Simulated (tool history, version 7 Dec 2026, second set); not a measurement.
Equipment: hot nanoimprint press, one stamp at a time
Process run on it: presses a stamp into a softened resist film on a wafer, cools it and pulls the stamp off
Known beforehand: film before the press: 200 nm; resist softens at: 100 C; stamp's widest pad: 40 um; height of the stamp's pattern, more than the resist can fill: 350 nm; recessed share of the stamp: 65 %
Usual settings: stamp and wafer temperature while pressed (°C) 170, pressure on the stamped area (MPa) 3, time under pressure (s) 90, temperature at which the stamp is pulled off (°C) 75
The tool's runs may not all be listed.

run	hour	stamp and wafer temperature while pressed (°C)	pressure on the stamped area (MPa)	time under pressure (s)	temperature at which the stamp is pulled off (°C)	resist left under the stamp's widest pad (Å)	greatest force while the stamp is pulled off (N)
1	0	170	3	90	75	809	239
2	19.4	170	3	90	75	812	236
3	28.7	170	3	90	75	802	238
4	42.6	170	3	90	75	802	235
5	62.5	170	3	90	75	802	242
6	83.3	170	3	90	75	803	238
7	103.5	170	3	90	75	816	237
8	118.2	170	3	90	75	814	246
9	129.2	170	3	90	75	817	245
10	139.7	170	3	90	75	811	246
11	161.1	170	3	90	71	812	260
12	173.8	170	3	90	71	825	263
13	186.8	170	4.07	90	71	725	264
14	206.2	170	2.73	90	75	850	250
15	228.6	170	3	90	75	816	246
16	243.8	162	2.9	88	72	1300	260
17	259.5	162	2.9	114	62	1193	306
18	269.9	175	3.44	90	75	579	250
19	280.8	168	2.25	62	75	1181	254
# hour 296.7: stamp cleaned and given a new release coat
20	302.8	164	2.69	105	62	1126	295
21	314.1	171	2.69	105	76	774	232
22	326.1	171	2.69	105	76	779	234
23	336.4	161	3.78	136	61	1097	303
24	346.8	161	3.78	136	61	1108	297
25	369.5	168	3	90	79	930	224
26	388.3	170	2.12	90	75	964	244
27	404.6	168	4.05	62	79	983	228
28	420	168	4.09	168	79	661	224
29	442.1	169	4.09	124	64	691	290

Branching from run 29: 4 alternative next runs. What would each branch give?
A	464.9	160	2.03	90	75	?	?
B	464.9	170	2.04	90	75	?	?
C	464.9	169	4.8	124	67	?	?
D	464.9	170	2.37	94	75	?	?

run	resist left under the stamp's widest pad (Å)	greatest force while the stamp is pulled off (N)
A	1538	249
B	985	246
C	642	283
D	922	249
Without the tool's unlogged condition, the same runs would have read:
run	resist left under the stamp's widest pad (Å)	greatest force while the stamp is pulled off (N)
A	1443	234
B	892	231
C	561	267
D	831	234
